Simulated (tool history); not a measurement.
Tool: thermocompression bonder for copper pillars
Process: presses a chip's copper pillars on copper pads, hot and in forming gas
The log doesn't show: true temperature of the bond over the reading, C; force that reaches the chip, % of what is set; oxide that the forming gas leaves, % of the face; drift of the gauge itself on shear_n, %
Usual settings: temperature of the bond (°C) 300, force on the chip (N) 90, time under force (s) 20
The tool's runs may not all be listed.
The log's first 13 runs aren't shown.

| run | hour | temperature of the bond (°C) | force on the chip (N) | time under force (s) | hours of work since the heater was calibrated | hours of work since the force cell was calibrated | hours of work since the gas filter was changed | force that shears a chip off (N) |
|---|---|---|---|---|---|---|---|---|
| 14 | 540 | 300 | 102 | 20 | 1077 | 108 | 218 | 30.5 |
|  | 567.9 | forming gas filter changed |
| 15 | 567.9 | 300 | 73 | 20 | 1091 | 122 | 0 | 26.1 |
| 16 | 620.2 | 300 | 73 | 20 | 1118 | 149 | 27 | 24.8 |
| 17 | 665.2 | 300 | 73 | 20 | 1142 | 172 | 51 | 25.5 |
| 18 | 713.6 | 300 | 73 | 20 | 1167 | 198 | 76 | 24.8 |
| 19 | 751.6 | 300 | 73 | 20 | 1187 | 217 | 95 | 24.8 |
|  | 780.2 | heater calibrated with a thermocouple chip |
| 20 | 782.7 | 300 | 73 | 20 | 1 | 232 | 110 | 27.3 |
| 21 | 838.1 | 300 | 73 | 20 | 30 | 261 | 139 | 27.5 |
| 22 | 886.1 | 321 | 90 | 10 | 55 | 286 | 164 | 29.3 |

Forecast run 23:
| 23 | 922.2 | 321 | 90 | 10 | 74 | 305 | 183 | ? |

{"run 23": {"force that shears a chip off (N)": 27.8}}
Without the tool's hidden state the same run would have given force that shears a chip off (N) 30.1.
